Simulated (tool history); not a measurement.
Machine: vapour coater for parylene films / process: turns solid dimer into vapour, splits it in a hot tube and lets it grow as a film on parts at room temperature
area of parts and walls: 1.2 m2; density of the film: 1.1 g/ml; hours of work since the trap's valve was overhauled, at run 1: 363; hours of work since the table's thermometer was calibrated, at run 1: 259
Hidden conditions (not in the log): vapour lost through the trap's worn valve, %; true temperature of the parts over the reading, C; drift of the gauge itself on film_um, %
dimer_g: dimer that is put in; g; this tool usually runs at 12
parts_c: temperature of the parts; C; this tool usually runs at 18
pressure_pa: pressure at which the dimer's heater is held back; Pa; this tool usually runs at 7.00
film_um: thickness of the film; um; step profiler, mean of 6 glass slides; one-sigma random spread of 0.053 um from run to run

run     day  dimer_g  parts_c  pressure_pa  hours of work since the trap's valve was overhauled  hours of work since the table's thermometer was calibrated  film_um
  1   0.000       12       18         7.00                                                  363                                                         259     5.69
  2   2.071       12       18         7.00                                                  402                                                         298     5.64
  3   3.429       12       18         7.00                                                  427                                                         323     5.63
  4   6.117       12       18         7.00                                                  478                                                         373     5.53
  5   7.742       12       18         7.00                                                  508                                                         404     5.52
  6  10.642       12       18         7.00                                                  563                                                         458     5.41
  7  12.612       12       18         5.18                                                  600                                                         495     5.73
     14.162  -- trap's valve overhauled
  8  14.254       12       18         2.05                                                    2                                                         523     6.41
  9  15.975       12       18         2.05                                                   34                                                         555     6.32
 10  19.029       12       18         5.50                                                   91                                                         613     5.30
 11  20.808       12       18         7.00                                                  125                                                         646     5.15
 12  23.533       12       18         8.48                                                  176                                                         697     4.87
 13  25.662       12       18         8.48                                                  216                                                         737     4.83
 14  28.462        7       12         6.23                                                  268                                                         789     3.52
 15  29.704       17       18        10.86                                                  291                                                         813     6.43
     31.075  -- trap's valve overhauled, once more
 16  32.221       12       18         6.29                                                   22                                                         857     6.00
 17  34.150        5       28         2.68                                                   58                                                         893     2.06
 18  36.017       12       11         6.38                                                   93                                                         928     7.28
 19  38.038       12       23         7.00                                                  131                                                         966     4.92
 20  39.679       12       23         3.24                                                  161                                                         997     5.49
     41.446  -- table's thermometer calibrated
 21  42.488       19       17        11.43                                                  213                                                          20     8.88

3 ways to go on from here, each from the tool as it stands after run 21. What would each give?
  A  44.567       11       18         3.63                                                  252                                                          59        ?
  B  44.567       10       23         4.85                                                  252                                                          59        ?
  C  44.567       14       24         9.46                                                  252                                                          59        ?

run  film_um
  A     5.90
  B     4.42
  C     5.30
Take away the tool's hidden state, keep each run's random variation, and the runs would have read:
run  film_um
  A     6.18
  B     4.63
  C     5.55
